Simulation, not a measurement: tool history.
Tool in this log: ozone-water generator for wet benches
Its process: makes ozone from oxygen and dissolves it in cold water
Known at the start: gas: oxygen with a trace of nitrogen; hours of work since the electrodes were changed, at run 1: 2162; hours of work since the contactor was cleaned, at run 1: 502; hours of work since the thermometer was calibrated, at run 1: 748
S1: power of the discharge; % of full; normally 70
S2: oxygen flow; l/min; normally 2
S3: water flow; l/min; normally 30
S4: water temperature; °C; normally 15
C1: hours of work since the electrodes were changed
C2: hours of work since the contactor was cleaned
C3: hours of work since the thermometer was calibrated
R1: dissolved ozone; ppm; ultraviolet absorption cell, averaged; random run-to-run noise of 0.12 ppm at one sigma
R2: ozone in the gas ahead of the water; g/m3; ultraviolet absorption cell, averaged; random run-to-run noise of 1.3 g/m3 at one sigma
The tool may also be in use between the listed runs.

| run | hour | S1 | S2 | S3 | S4 | C1 | C2 | C3 | R1 | R2 |
|---|---|---|---|---|---|---|---|---|---|---|
| 1 | 0 | 70 | 2 | 30 | 15 | 2162 | 502 | 748 | 9 | 209.3 |
| 2 | 95.2 | 70 | 2 | 30 | 15 | 2236 | 576 | 823 | 9.2 | 207.8 |
| 3 | 238.9 | 70 | 2 | 20 | 15 | 2349 | 689 | 935 | 13.8 | 206.2 |
| 4 | 335.5 | 70 | 2 | 20 | 15 | 2424 | 764 | 1011 | 13.5 | 205.8 |
| 5 | 471.2 | 70 | 2 | 20 | 15 | 2530 | 870 | 1117 | 13.5 | 204.4 |
| 6 | 583.9 | 70 | 2 | 30 | 15 | 2619 | 959 | 1205 | 8.8 | 201.7 |
| 7 | 723.4 | 70 | 2 | 30 | 15 | 2728 | 1068 | 1314 | 8.8 | 201.7 |
| 8 | 853.4 | 70 | 2 | 23 | 15 | 2829 | 1170 | 1416 | 11.4 | 199.2 |
| 9 | 918.8 | 70 | 2 | 23 | 15 | 2881 | 1221 | 1467 | 11.4 | 200.9 |
| 10 | 1006.6 | 70 | 1.84 | 30 | 15 | 2949 | 1289 | 1536 | 8.2 | 206.6 |
| 11 | 1131.7 | 59 | 1.84 | 30 | 15 | 3047 | 1387 | 1634 | 7.3 | 182.9 |
| 12 | 1202.7 | 70 | 2 | 21 | 15 | 3103 | 1443 | 1689 | 12.2 | 197.7 |
| 13 | 1309.1 | 70 | 2 | 21 | 15 | 3186 | 1526 | 1773 | 12.3 | 196.7 |
| 14 | 1400.5 | 70 | 2 | 30 | 15 | 3258 | 1598 | 1844 | 8.4 | 195.6 |
| 15 | 1532.9 | 77 | 2 | 34 | 15 | 3361 | 1701 | 1948 | 7.8 | 208.3 |
| 16 | 1612.2 | 77 | 2 | 34 | 15 | 3423 | 1763 | 2010 | 7.6 | 203.6 |
| 17 | 1703.1 | 62 | 3.04 | 30 | 15 | 3494 | 1835 | 2081 | 9.1 | 151.3 |
| 18 | 1844 | 62 | 3.04 | 30 | 10 | 3605 | 1945 | 2191 | 9.1 | 147.6 |
| 19 | 1974.7 | 47 | 2.3 | 27 | 10 | 3707 | 2047 | 2294 | 7.7 | 139.6 |
| 20 | 2047.7 | 47 | 1.05 | 27 | 13 | 3764 | 2104 | 2351 | 5.4 | 189.8 |
| 21 | 2190.1 | 47 | 1.05 | 27 | 13 | 3876 | 2216 | 2462 | 5.3 | 189.6 |
| 22 | 2253.8 | 47 | 1.05 | 47 | 13 | 3925 | 2266 | 2512 | 2.5 | 191.7 |
| 23 | 2315.9 | 47 | 1.05 | 47 | 13 | 3974 | 2314 | 2561 | 2.7 | 188.6 |
| 24 | 2399 | 70 | 3.2 | 30 | 19 | 4039 | 2379 | 2626 | 9.3 | 153.9 |
| 25 | 2504.4 | 70 | 1.04 | 30 | 19 | 4122 | 2462 | 2708 | 5.9 | 242.9 |
| 26 | 2614.5 | 70 | 1.92 | 25 | 9 | 4208 | 2548 | 2794 | 9.9 | 187.3 |
| 27 | 2712.6 | 70 | 1.92 | 25 | 9 | 4285 | 2625 | 2871 | 9.7 | 185.1 |
| 28 | 2829.1 | 44 | 2.38 | 20 | 13 | 4376 | 2716 | 2962 | 9.8 | 126.3 |

What if the next run were any one of these 3? Each begins from the tool's condition after run 28:
| A | 2906.6 | 70 | 1.11 | 34 | 15 | 4436 | 2776 | 3023 | ? | ? |
| B | 2906.6 | 53 | 2.38 | 43 | 16 | 4436 | 2776 | 3023 | ? | ? |
| C | 2906.6 | 87 | 2.38 | 20 | 13 | 4436 | 2776 | 3023 | ? | ? |

| run | R1 | R2 |
|---|---|---|
| A | 5.1 | 229.9 |
| B | 4.6 | 143.3 |
| C | 14.3 | 191.1 |
Without the tool's unlogged condition, the same runs would have read:
| run | R1 | R2 |
|---|---|---|
| A | 6.8 | 300.5 |
| B | 5.9 | 177.7 |
| C | 20 | 259.8 |

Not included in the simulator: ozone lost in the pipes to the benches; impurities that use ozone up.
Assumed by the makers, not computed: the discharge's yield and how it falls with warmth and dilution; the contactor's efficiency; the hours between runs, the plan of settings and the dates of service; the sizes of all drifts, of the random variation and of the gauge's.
